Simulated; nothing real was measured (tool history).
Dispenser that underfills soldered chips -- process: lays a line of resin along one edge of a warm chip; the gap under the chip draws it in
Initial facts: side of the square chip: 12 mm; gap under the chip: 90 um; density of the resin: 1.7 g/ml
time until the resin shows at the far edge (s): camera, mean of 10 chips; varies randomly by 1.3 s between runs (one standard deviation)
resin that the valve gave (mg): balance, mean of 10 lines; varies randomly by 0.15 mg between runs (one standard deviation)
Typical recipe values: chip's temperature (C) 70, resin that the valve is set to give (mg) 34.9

run   hour  chip's temperature (C)  resin that the valve is set to give (mg)  time until the resin shows at the far edge (s)  resin that the valve gave (mg)
  1    0.0                      70                                      34.9                                           266.1                           33.09
  2    9.2                      74                                      34.9                                           182.9                           32.86
  3   13.1                      74                                      34.9                                           231.1                           32.87
  4   22.2                      74                                      34.9                                           171.0                           32.66
  5   26.6                      74                                      34.9                                           220.5                           32.45
  6   33.5                      57                                      34.9                                           252.7                           32.36
  7   39.3                      70                                      35.4                                           232.7                           32.96
  8   46.2                      70                                      34.9                                           160.0                           32.17
  9   54.9                      70                                      34.9                                           259.4                           32.02
 10   60.2                      70                                      34.9                                           146.6                           34.83
 11   64.7                      72                                      34.9                                           173.3                           34.92
 12   71.1                      70                                      34.9                                           260.5                           34.55
 13   79.6                      70                                      34.9                                           193.6                           34.36
 14   83.9                      70                                      34.9                                           245.1                           34.39
 15   92.7                      82                                      34.9                                           122.8                           34.23
 16   99.9                      82                                      34.9                                           186.5                           34.05
 17  104.4                      82                                      34.9                                           113.1                           33.86
 18  108.1                      70                                      34.9                                           199.0                           33.95
 19  112.1                      73                                      38.2                                           224.7                           36.66
 20  119.3                      58                                      42.8                                           244.6                           41.47
 21  127.1                      73                                      37.8                                           235.5                           35.93
 22  131.9                      73                                      39.5                                           136.4                           37.26
 23  137.2                      68                                      40.7                                           212.1                           38.24
 24  145.0                      69                                      31.7                                           155.7                           29.86
 25  149.4                      71                                      39.7                                           175.4                           37.45
 26  157.7                      73                                      31.9                                           124.1                           29.93
 27  162.9                      73                                      31.9                                           164.6                           29.66
 28  169.5                      73                                      31.9                                           234.4                           29.73
 29  175.6                      77                                      39.2                                           135.9                           36.04
 30  182.6                      61                                      37.6                                           305.9                           37.31
 31  191.1                      57                                      38.5                                           256.7                           38.19
 32  199.3                      57                                      38.5                                           393.1                           38.27
 33  207.3                      81                                      34.4                                           138.3                           33.83
 34  212.7                      59                                      34.3                                           370.1                           33.60
 35  220.1                      84                                      40.5                                           118.8                           39.02

Not shown: 18 entries that the log had between the listed runs. Between which runs, and how does the tool's hidden state differ before and after?
In the gap between runs 1 and 2: new syringe of resin (hour 1.1)
  resin's viscosity, % of fresh resin's: 202.3 -> 157.4; dose that the valve gives, % of what is set: 95.23 -> 94.58; true chip temperature over the reading, C: -0.7 -> -0.73
  measured value less the no-hidden-state value, time until the resin shows at the far edge (s): +138.5 -> +70.0; resin that the valve gave (mg): -1.66 -> -1.88
In the gap between runs 3 and 4: new syringe of resin (hour 15.3)
  resin's viscosity, % of fresh resin's: 194.8 -> 146.3; dose that the valve gives, % of what is set: 94.3 -> 93.61; true chip temperature over the reading, C: -0.74 -> -0.77
  measured value less the no-hidden-state value, time until the resin shows at the far edge (s): +116.1 -> +58.0; resin that the valve gave (mg): -1.99 -> -2.24
In the gap between runs 5 and 6: new syringe of resin (hour 29.5)
  resin's viscosity, % of fresh resin's: 185.6 -> 126.5; dose that the valve gives, % of what is set: 93.27 -> 92.77; true chip temperature over the reading, C: -0.79 -> -0.81
  measured value less the no-hidden-state value, time until the resin shows at the far edge (s): +105.8 -> +60.5; resin that the valve gave (mg): -2.35 -> -2.53
In the gap between runs 7 and 8: new syringe of resin (hour 43.3)
  resin's viscosity, % of fresh resin's: 173 -> 118.7; dose that the valve gives, % of what is set: 92.34 -> 91.87; true chip temperature over the reading, C: -0.83 -> -0.85
  measured value less the no-hidden-state value, time until the resin shows at the far edge (s): +103.0 -> +30.5; resin that the valve gave (mg): -2.73 -> -2.84
In the gap between runs 9 and 10: dispensing valve cleaned and set on the balance (hour 56.3); new syringe of resin (hour 58.4)
  resin's viscosity, % of fresh resin's: 191.1 -> 108.9; dose that the valve gives, % of what is set: 91.24 -> 100.07; true chip temperature over the reading, C: -0.89 -> -0.9
  measured value less the no-hidden-state value, time until the resin shows at the far edge (s): +129.2 -> +15.7; resin that the valve gave (mg): -3.07 -> +0.02
In the gap between runs 12 and 13: new syringe of resin (hour 72.7)
  resin's viscosity, % of fresh resin's: 198.4 -> 144.2; dose that the valve gives, % of what is set: 99.32 -> 98.73; true chip temperature over the reading, C: -0.94 -> -0.97
  measured value less the no-hidden-state value, time until the resin shows at the far edge (s): +133.0 -> +63.7; resin that the valve gave (mg): -0.23 -> -0.45
In the gap between runs 14 and 15: new syringe of resin (hour 87.2)
  resin's viscosity, % of fresh resin's: 182.6 -> 132.2; dose that the valve gives, % of what is set: 98.42 -> 97.88; true chip temperature over the reading, C: -0.99 -> -1.01
  measured value less the no-hidden-state value, time until the resin shows at the far edge (s): +115.1 -> +32.8; resin that the valve gave (mg): -0.56 -> -0.74
In the gap between runs 16 and 17: new syringe of resin (hour 101.1)
  resin's viscosity, % of fresh resin's: 196.5 -> 121.2; dose that the valve gives, % of what is set: 97.35 -> 97.08; true chip temperature over the reading, C: -1.04 -> -1.05
  measured value less the no-hidden-state value, time until the resin shows at the far edge (s): +94.7 -> +22.9; resin that the valve gave (mg): -0.92 -> -1.02
In the gap between runs 19 and 20: new syringe of resin (hour 115.3)
  resin's viscosity, % of fresh resin's: 184.9 -> 126.7; dose that the valve gives, % of what is set: 96.51 -> 95.99; true chip temperature over the reading, C: -1.08 -> -1.11
  measured value less the no-hidden-state value, time until the resin shows at the far edge (s): +107.4 -> +58.8; resin that the valve gave (mg): -1.32 -> -1.73
In the gap between runs 21 and 22: new syringe of resin (hour 129.4)
  resin's viscosity, % of fresh resin's: 194.5 -> 113.2; dose that the valve gives, % of what is set: 95.44 -> 95.14; true chip temperature over the reading, C: -1.14 -> -1.15
  measured value less the no-hidden-state value, time until the resin shows at the far edge (s): +118.8 -> +20.4; resin that the valve gave (mg): -1.71 -> -1.90
In the gap between runs 23 and 24: new syringe of resin (hour 143.4)
  resin's viscosity, % of fresh resin's: 151.4 -> 109.1; dose that the valve gives, % of what is set: 94.76 -> 94.2; true chip temperature over the reading, C: -1.17 -> -1.2
  measured value less the no-hidden-state value, time until the resin shows at the far edge (s): +77.7 -> +19.9; resin that the valve gave (mg): -2.12 -> -1.84
In the gap between runs 25 and 26: new syringe of resin (hour 157.6)
  resin's viscosity, % of fresh resin's: 138.7 -> 99.2; dose that the valve gives, % of what is set: 93.88 -> 93.34; true chip temperature over the reading, C: -1.21 -> -1.24
  measured value less the no-hidden-state value, time until the resin shows at the far edge (s): +54.0 -> +5.5; resin that the valve gave (mg): -2.45 -> -2.13
In the gap between runs 28 and 29: new syringe of resin (hour 171.8)
  resin's viscosity, % of fresh resin's: 189 -> 125.3; dose that the valve gives, % of what is set: 92.53 -> 92.1; true chip temperature over the reading, C: -1.28 -> -1.3
  measured value less the no-hidden-state value, time until the resin shows at the far edge (s): +117.2 -> +32.2; resin that the valve gave (mg): -2.39 -> -3.10
In the gap between runs 29 and 30: dispensing valve cleaned and set on the balance (hour 177.4)
  resin's viscosity, % of fresh resin's: 125.3 -> 173; dose that the valve gives, % of what is set: 92.1 -> 99.5; true chip temperature over the reading, C: -1.3 -> -1.32
  measured value less the no-hidden-state value, time until the resin shows at the far edge (s): +32.2 -> +136.6; resin that the valve gave (mg): -3.10 -> -0.19
In the gap between runs 30 and 31: new syringe of resin (hour 186.8)
  resin's viscosity, % of fresh resin's: 173 -> 126.1; dose that the valve gives, % of what is set: 99.5 -> 98.95; true chip temperature over the reading, C: -1.32 -> -1.35
  measured value less the no-hidden-state value, time until the resin shows at the far edge (s): +136.6 -> +62.2; resin that the valve gave (mg): -0.19 -> -0.41
In the gap between runs 32 and 33: new syringe of resin (hour 201.0)
  resin's viscosity, % of fresh resin's: 197.1 -> 141.2; dose that the valve gives, % of what is set: 98.32 -> 97.82; true chip temperature over the reading, C: -1.38 -> -1.41
  measured value less the no-hidden-state value, time until the resin shows at the far edge (s): +203.1 -> +44.7; resin that the valve gave (mg): -0.65 -> -0.75
In the gap between runs 34 and 35: new syringe of resin (hour 214.7)
  resin's viscosity, % of fresh resin's: 189.6 -> 133.4; dose that the valve gives, % of what is set: 97.4 -> 96.94; true chip temperature over the reading, C: -1.43 -> -1.46
  measured value less the no-hidden-state value, time until the resin shows at the far edge (s): +184.5 -> +33.4; resin that the valve gave (mg): -0.89 -> -1.23
